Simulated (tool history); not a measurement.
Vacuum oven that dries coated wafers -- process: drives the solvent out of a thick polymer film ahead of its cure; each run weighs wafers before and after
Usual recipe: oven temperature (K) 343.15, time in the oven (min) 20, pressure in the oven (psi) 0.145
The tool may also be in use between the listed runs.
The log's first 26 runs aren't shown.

Run 27, hour 1352.8: usual settings but time in the oven (min) 13, pressure in the oven (psi) 0.323. Result: solvent left in the film (%) 5.07.
Run 28, hour 1387.4: usual settings but time in the oven (min) 13, pressure in the oven (psi) 0.323. Result: solvent left in the film (%) 5.12.
Run 29, hour 1441.6: usual settings but oven temperature (K) 340.15, time in the oven (min) 12. Result: solvent left in the film (%) 5.74.
Run 30, hour 1473.0: usual settings but oven temperature (K) 340.15, time in the oven (min) 12. Result: solvent left in the film (%) 5.72.
Run 31, hour 1518.5: usual settings but oven temperature (K) 340.15, time in the oven (min) 12. Result: solvent left in the film (%) 5.78.
Run 32, hour 1586.6: usual settings but oven temperature (K) 340.15, time in the oven (min) 12. Result: solvent left in the film (%) 5.75.
Run 33, hour 1621.9: usual settings but oven temperature (K) 332.15, time in the oven (min) 11, pressure in the oven (psi) 0.342. Result: solvent left in the film (%) 10.43.
Run 34, hour 1671.2: usual settings but oven temperature (K) 332.15, time in the oven (min) 11, pressure in the oven (psi) 0.342. Result: solvent left in the film (%) 10.48.
Run 35, hour 1708.2: usual settings but oven temperature (K) 331.15, time in the oven (min) 14. Result: solvent left in the film (%) 8.34.
Run 36, hour 1765.5: usual settings but time in the oven (min) 29, pressure in the oven (psi) 0.109. Result: solvent left in the film (%) 1.10.
Run 37, hour 1803.4: usual settings but oven temperature (K) 342.15, pressure in the oven (psi) 0.538. Result: solvent left in the film (%) 4.73.
Run 38, hour 1846.2: usual settings but oven temperature (K) 330.15, time in the oven (min) 35. Result: solvent left in the film (%) 3.40.
Run 39, hour 1883.1: usual settings but oven temperature (K) 345.15, time in the oven (min) 12. Result: solvent left in the film (%) 4.05.
Run 40, hour 1926.7: usual settings but oven temperature (K) 329.15, time in the oven (min) 16, pressure in the oven (psi) 0.422. Result: solvent left in the film (%) 10.31.
Run 41, hour 1963.5: usual settings but oven temperature (K) 335.15. Result: solvent left in the film (%) 4.57.
Run 42, hour 1992.8: usual settings but oven temperature (K) 335.15, time in the oven (min) 12, pressure in the oven (psi) 0.496. Result: solvent left in the film (%) 9.71.
Run 43, hour 2038.2: usual settings but oven temperature (K) 344.15, time in the oven (min) 17, pressure in the oven (psi) 0.309. Result: solvent left in the film (%) 3.44.
Run 44, hour 2067.4: usual settings but oven temperature (K) 333.15, time in the oven (min) 25, pressure in the oven (psi) 0.357. Result: solvent left in the film (%) 5.76.
Run 45, hour 2101.1: usual settings but oven temperature (K) 333.15, time in the oven (min) 25, pressure in the oven (psi) 0.357. Result: solvent left in the film (%) 5.84.
At hour 2131.4: vacuum gauge cleaned of residue and calibrated.
Run 46, hour 2154.6: usual settings but oven temperature (K) 342.15, time in the oven (min) 16, pressure in the oven (psi) 0.242. Result: solvent left in the film (%) 3.90.

Forecast each of these 3 alternatives for the next run:
Run A, hour 2216.2: usual settings but oven temperature (K) 328.15, time in the oven (min) 16, pressure in the oven (psi) 0.100. Result: solvent left in the film (%) ?.
Run B, hour 2216.2: usual settings but oven temperature (K) 331.15, time in the oven (min) 35, pressure in the oven (psi) 0.332. Result: solvent left in the film (%) ?.
Run C, hour 2216.2: usual settings but oven temperature (K) 351.15, time in the oven (min) 14, pressure in the oven (psi) 0.074. Result: solvent left in the film (%) ?.

run  solvent left in the film (%)
  A                          8.26
  B                          4.91
  C                          1.50
Stripped of hidden state, with their random variation kept, the same runs would have yielded:
run  solvent left in the film (%)
  A                          8.24
  B                          4.89
  C                          1.49

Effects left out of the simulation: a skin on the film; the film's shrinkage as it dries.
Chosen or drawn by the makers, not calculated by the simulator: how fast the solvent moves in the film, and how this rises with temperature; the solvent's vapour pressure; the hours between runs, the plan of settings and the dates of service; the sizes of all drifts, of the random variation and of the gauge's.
